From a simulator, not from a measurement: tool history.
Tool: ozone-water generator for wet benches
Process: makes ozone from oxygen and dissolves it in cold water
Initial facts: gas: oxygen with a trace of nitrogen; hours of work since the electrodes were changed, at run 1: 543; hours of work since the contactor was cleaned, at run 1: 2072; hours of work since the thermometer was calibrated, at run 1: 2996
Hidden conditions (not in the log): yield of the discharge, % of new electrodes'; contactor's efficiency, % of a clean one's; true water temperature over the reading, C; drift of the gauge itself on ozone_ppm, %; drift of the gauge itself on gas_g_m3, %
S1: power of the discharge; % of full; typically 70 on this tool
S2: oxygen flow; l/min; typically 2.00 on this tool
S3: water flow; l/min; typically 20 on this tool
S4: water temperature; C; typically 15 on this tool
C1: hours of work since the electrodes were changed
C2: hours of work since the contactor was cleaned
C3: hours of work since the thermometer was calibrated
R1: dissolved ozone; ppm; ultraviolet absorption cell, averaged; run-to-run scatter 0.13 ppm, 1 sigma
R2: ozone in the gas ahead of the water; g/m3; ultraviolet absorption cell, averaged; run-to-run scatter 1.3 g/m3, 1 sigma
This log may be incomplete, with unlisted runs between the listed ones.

Run 1, hour 0.0: usual settings; C1 543; C2 2072; C3 2996. Result: R1 12.7 ppm, R2 239.0 g/m3.
Run 2, hour 39.7: usual settings; C1 573; C2 2102; C3 3025. Result: R1 12.6 ppm, R2 240.3 g/m3.
Run 3, hour 61.6: usual settings but S2 2.01 l/min; C1 590; C2 2118; C3 3042. Result: R1 12.5 ppm, R2 240.0 g/m3.
Run 4, hour 109.3: usual settings but S1 75 % of full; C1 626; C2 2154; C3 3078. Result: R1 13.3 ppm, R2 254.2 g/m3.
Run 5, hour 147.5: usual settings but S1 75 % of full; C1 655; C2 2183; C3 3107. Result: R1 13.5 ppm, R2 256.3 g/m3.
Run 6, hour 174.9: usual settings; C1 675; C2 2204; C3 3127. Result: R1 12.7 ppm, R2 241.9 g/m3.
Run 7, hour 227.8: usual settings; C1 715; C2 2243; C3 3167. Result: R1 12.6 ppm, R2 244.2 g/m3.
Run 8, hour 261.8: usual settings but S3 26 l/min; C1 741; C2 2269; C3 3193. Result: R1 9.1 ppm, R2 244.4 g/m3.
Run 9, hour 311.5: usual settings but S3 26 l/min; C1 778; C2 2306; C3 3230. Result: R1 9.2 ppm, R2 242.7 g/m3.
Run 10, hour 356.0: usual settings but S3 26 l/min; C1 811; C2 2340; C3 3264. Result: R1 9.1 ppm, R2 243.8 g/m3.
Run 11, hour 403.8: usual settings but S2 3.28 l/min, S3 26 l/min; C1 847; C2 2376; C3 3300. Result: R1 11.0 ppm, R2 202.0 g/m3.
At hour 449.7: gauge calibrated.
Run 12, hour 455.0: usual settings but S3 18 l/min; C1 886; C2 2414; C3 3338. Result: R1 14.2 ppm, R2 238.2 g/m3.
Run 13, hour 498.8: usual settings but S3 15 l/min; C1 919; C2 2447; C3 3371. Result: R1 17.2 ppm, R2 241.1 g/m3.
Run 14, hour 540.5: usual settings but S2 1.56 l/min; C1 950; C2 2479; C3 3403. Result: R1 11.4 ppm, R2 267.6 g/m3.
Run 15, hour 585.2: usual settings but S3 16 l/min; C1 984; C2 2512; C3 3436. Result: R1 16.1 ppm, R2 241.7 g/m3.
Run 16, hour 618.0: usual settings but S2 2.08 l/min, S3 14 l/min; C1 1009; C2 2537; C3 3461. Result: R1 19.0 ppm, R2 240.3 g/m3.
Run 17, hour 654.4: usual settings but S1 67 % of full, S2 2.27 l/min, S3 23 l/min, S4 19 C; C1 1036; C2 2565; C3 3488. Result: R1 10.3 ppm, R2 220.7 g/m3.
Run 18, hour 680.5: usual settings but S1 67 % of full, S2 2.27 l/min, S3 23 l/min, S4 19 C; C1 1056; C2 2584; C3 3508. Result: R1 10.3 ppm, R2 221.3 g/m3.
Run 19, hour 727.6: usual settings but S1 48 % of full, S2 1.25 l/min, S3 16 l/min, S4 11 C; C1 1091; C2 2620; C3 3543. Result: R1 9.8 ppm, R2 209.3 g/m3.
Run 20, hour 780.0: usual settings but S1 51 % of full; C1 1131; C2 2659; C3 3583. Result: R1 9.6 ppm, R2 182.4 g/m3.
Run 21, hour 817.2: usual settings but S1 51 % of full; C1 1159; C2 2687; C3 3611. Result: R1 9.3 ppm, R2 180.8 g/m3.
Run 22, hour 870.7: usual settings but S3 16 l/min, S4 16 C; C1 1199; C2 2727; C3 3651. Result: R1 16.1 ppm, R2 244.9 g/m3.
Run 23, hour 920.1: usual settings but S1 55 % of full, S3 24 l/min, S4 16 C; C1 1236; C2 2765; C3 3688. Result: R1 7.9 ppm, R2 198.2 g/m3.
Run 24, hour 945.6: usual settings but S1 83 % of full, S2 2.51 l/min, S3 23 l/min, S4 9 C; C1 1255; C2 2784; C3 3708. Result: R1 14.0 ppm, R2 262.2 g/m3.
Run 25, hour 972.5: usual settings but S1 83 % of full, S2 2.51 l/min, S3 23 l/min, S4 9 C; C1 1276; C2 2804; C3 3728. Result: R1 13.8 ppm, R2 263.0 g/m3.
Run 26, hour 1022.1: usual settings but S1 43 % of full, S2 2.51 l/min, S3 23 l/min, S4 9 C; C1 1313; C2 2841; C3 3765. Result: R1 7.6 ppm, R2 144.8 g/m3.
Run 27, hour 1044.8: usual settings but S1 61 % of full, S2 2.01 l/min, S3 22 l/min; C1 1330; C2 2858; C3 3782. Result: R1 9.9 ppm, R2 217.7 g/m3.
Run 28, hour 1075.8: usual settings but S1 61 % of full, S2 2.01 l/min, S3 22 l/min; C1 1353; C2 2882; C3 3806. Result: R1 10.1 ppm, R2 219.2 g/m3.
Run 29, hour 1118.5: usual settings but S1 61 % of full, S2 2.01 l/min, S3 22 l/min; C1 1386; C2 2914; C3 3838. Result: R1 9.8 ppm, R2 218.9 g/m3.

Alternative continuations, all from the tool just after run 29; predict every row:
Run A, hour 1149.0: usual settings but S1 69 % of full, S3 21 l/min, S4 11 C; C1 1408; C2 2937; C3 3861. Result: R1 ?, R2 ?.
Run B, hour 1149.0: usual settings but S2 1.08 l/min, S4 10 C; C1 1408; C2 2937; C3 3861. Result: R1 ?, R2 ?.
Run C, hour 1149.0: usual settings but S1 88 % of full, S2 1.10 l/min, S3 22 l/min; C1 1408; C2 2937; C3 3861. Result: R1 ?, R2 ?.
Run D, hour 1149.0: usual settings but S1 82 % of full, S2 2.01 l/min, S3 12 l/min, S4 21 C; C1 1408; C2 2937; C3 3861. Result: R1 ?, R2 ?.
Run E, hour 1149.0: usual settings but S1 48 % of full, S2 2.01 l/min, S3 18 l/min, S4 8 C; C1 1408; C2 2937; C3 3861. Result: R1 ?, R2 ?.

run    R1     R2
  A  12.0  248.1
  B   9.8  322.7
  C  10.6  398.2
  D  23.7  290.8
  E  10.3  177.0
Stripped of hidden state, with their random variation kept, the same runs would have yielded:
run    R1     R2
  A  12.0  237.6
  B   9.8  309.1
  C  10.6  381.3
  D  23.7  278.6
  E  10.3  169.5
